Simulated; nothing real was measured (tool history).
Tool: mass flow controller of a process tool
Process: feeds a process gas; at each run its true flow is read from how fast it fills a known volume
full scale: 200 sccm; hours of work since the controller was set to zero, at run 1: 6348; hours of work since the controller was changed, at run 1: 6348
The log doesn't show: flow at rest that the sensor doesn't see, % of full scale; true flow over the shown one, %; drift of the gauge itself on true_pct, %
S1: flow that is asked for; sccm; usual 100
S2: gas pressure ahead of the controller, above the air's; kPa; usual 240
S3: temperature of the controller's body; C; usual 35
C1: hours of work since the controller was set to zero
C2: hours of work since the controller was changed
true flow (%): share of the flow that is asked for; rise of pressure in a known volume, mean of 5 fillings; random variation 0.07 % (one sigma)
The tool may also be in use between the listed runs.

Run 1, hour 0.0: usual settings; C1 6348; C2 6348. Result: true flow (%) 91.01.
At hour 145.5: controller's zero set anew.
Run 2, hour 275.1: usual settings; C1 76; C2 6510. Result: true flow (%) 93.34.
Run 3, hour 475.4: usual settings; C1 195; C2 6629. Result: true flow (%) 93.35.
At hour 778.8: controller exchanged for a calibrated one.
Run 4, hour 811.5: usual settings but S3 34 C; C1 19; C2 19. Result: true flow (%) 97.87.
Run 5, hour 1075.6: usual settings; C1 175; C2 175. Result: true flow (%) 97.52.
Run 6, hour 1399.8: usual settings; C1 366; C2 366. Result: true flow (%) 97.40.
Run 7, hour 1633.8: usual settings; C1 504; C2 504. Result: true flow (%) 97.35.
Run 8, hour 1946.7: usual settings; C1 689; C2 689. Result: true flow (%) 97.10.
Run 9, hour 2225.9: usual settings; C1 854; C2 854. Result: true flow (%) 97.01.
Run 10, hour 2681.3: usual settings; C1 1123; C2 1123. Result: true flow (%) 96.54.
Run 11, hour 3084.5: usual settings; C1 1361; C2 1361. Result: true flow (%) 96.32.
Run 12, hour 3489.5: usual settings but S2 265 kPa; C1 1600; C2 1600. Result: true flow (%) 96.04.
Run 13, hour 3950.5: usual settings but S2 228 kPa; C1 1871; C2 1871. Result: true flow (%) 95.86.
Run 14, hour 4386.9: usual settings but S3 26 C; C1 2129; C2 2129. Result: true flow (%) 95.87.
Run 15, hour 4703.8: usual settings but S3 33 C; C1 2316; C2 2316. Result: true flow (%) 95.51.
Run 16, hour 5078.1: usual settings but S2 170 kPa; C1 2537; C2 2537. Result: true flow (%) 95.23.
Run 17, hour 5291.8: usual settings but S2 170 kPa; C1 2663; C2 2663. Result: true flow (%) 95.20.
Run 18, hour 5594.2: usual settings but S3 26 C; C1 2841; C2 2841. Result: true flow (%) 95.23.
Run 19, hour 5929.0: usual settings but S3 26 C; C1 3039; C2 3039. Result: true flow (%) 95.11.
Run 20, hour 6308.8: usual settings but S1 37 sccm, S3 26 C; C1 3263; C2 3263. Result: true flow (%) 91.45.
Run 21, hour 6766.0: usual settings but S1 27 sccm; C1 3533; C2 3533. Result: true flow (%) 88.79.
Run 22, hour 7188.2: usual settings but S1 40 sccm; C1 3782; C2 3782. Result: true flow (%) 90.54.
Run 23, hour 7448.2: usual settings but S1 75 sccm; C1 3935; C2 3935. Result: true flow (%) 92.83.
Run 24, hour 7716.8: usual settings; C1 4094; C2 4094. Result: true flow (%) 93.57.
Run 25, hour 8041.4: usual settings but S1 156 sccm; C1 4285; C2 4285. Result: true flow (%) 94.90.
Run 26, hour 8449.6: usual settings but S1 152 sccm, S2 182 kPa, S3 24 C; C1 4526; C2 4526. Result: true flow (%) 95.35.
Run 27, hour 8739.6: usual settings but S1 64 sccm, S2 192 kPa, S3 24 C; C1 4697; C2 4697. Result: true flow (%) 91.91.
Run 28, hour 9194.4: usual settings but S1 41 sccm, S3 29 C; C1 4966; C2 4966. Result: true flow (%) 89.00.
Run 29, hour 9460.3: usual settings but S1 41 sccm, S3 29 C; C1 5123; C2 5123. Result: true flow (%) 88.61.
Run 30, hour 9800.1: usual settings but S1 41 sccm, S2 221 kPa; C1 5323; C2 5323. Result: true flow (%) 88.21.
Run 31, hour 10152.9: usual settings but S1 41 sccm, S2 221 kPa; C1 5531; C2 5531. Result: true flow (%) 87.82.
Run 32, hour 10356.2: usual settings but S1 66 sccm; C1 5651; C2 5651. Result: true flow (%) 90.17.
Run 33, hour 10636.5: usual settings but S1 66 sccm, S2 148 kPa, S3 29 C; C1 5817; C2 5817. Result: true flow (%) 90.52.
Run 34, hour 11071.2: usual settings but S1 66 sccm, S2 148 kPa, S3 29 C; C1 6073; C2 6073. Result: true flow (%) 90.19.
Run 35, hour 11333.5: usual settings but S1 116 sccm, S3 30 C; C1 6228; C2 6228. Result: true flow (%) 92.17.
Run 36, hour 11619.8: usual settings but S1 102 sccm, S3 30 C; C1 6397; C2 6397. Result: true flow (%) 91.51.
At hour 11703.3: controller's zero set anew.
Run 37, hour 11911.3: usual settings but S2 238 kPa, S3 34 C; C1 123; C2 6569. Result: true flow (%) 93.63.
Run 38, hour 12111.7: usual settings but S2 238 kPa, S3 34 C; C1 241; C2 6687. Result: true flow (%) 93.48.
At hour 12310.7: controller exchanged for a calibrated one.
Run 39, hour 12399.2: usual settings but S2 238 kPa, S3 34 C; C1 52; C2 52. Result: true flow (%) 97.42.
Run 40, hour 12731.9: usual settings but S1 109 sccm, S2 229 kPa, S3 39 C; C1 249; C2 249. Result: true flow (%) 97.34.
Run 41, hour 13049.9: usual settings but S1 81 sccm, S2 143 kPa, S3 27 C; C1 436; C2 436. Result: true flow (%) 97.38.
Run 42, hour 13396.3: usual settings but S1 81 sccm, S2 143 kPa, S3 27 C; C1 641; C2 641. Result: true flow (%) 97.04.
Run 43, hour 13587.7: usual settings but S1 101 sccm, S3 22 C; C1 754; C2 754. Result: true flow (%) 97.31.
Run 44, hour 13778.2: usual settings but S2 157 kPa; C1 866; C2 866. Result: true flow (%) 96.93.
Run 45, hour 14189.7: usual settings but S1 25 sccm, S2 143 kPa, S3 25 C; C1 1109; C2 1109. Result: true flow (%) 94.25.
Run 46, hour 14520.8: usual settings but S1 25 sccm, S2 241 kPa, S3 25 C; C1 1304; C2 1304. Result: true flow (%) 93.52.
Run 47, hour 14762.8: usual settings but S3 34 C; C1 1447; C2 1447. Result: true flow (%) 95.90.

5 ways to go on from here, each from the tool as it stands after run 47. What would each give?
Run A, hour 15102.2: usual settings but S1 65 sccm, S2 173 kPa, S3 22 C; C1 1647; C2 1647. Result: true flow (%) ?.
Run B, hour 15102.2: usual settings but S1 104 sccm, S2 248 kPa, S3 21 C; C1 1647; C2 1647. Result: true flow (%) ?.
Run C, hour 15102.2: usual settings but S2 163 kPa, S3 32 C; C1 1647; C2 1647. Result: true flow (%) ?.
Run D, hour 15102.2: usual settings but S1 25 sccm, S2 210 kPa, S3 24 C; C1 1647; C2 1647. Result: true flow (%) ?.
Run E, hour 15102.2: usual settings but S2 243 kPa, S3 31 C; C1 1647; C2 1647. Result: true flow (%) ?.

run  true flow (%)
  A          95.58
  B          96.42
  C          96.02
  D          92.83
  E          95.90
Without the tool's hidden state the same runs would have given:
run  true flow (%)
  A          98.06
  B          98.48
  C          98.10
  D          97.15
  E          97.98
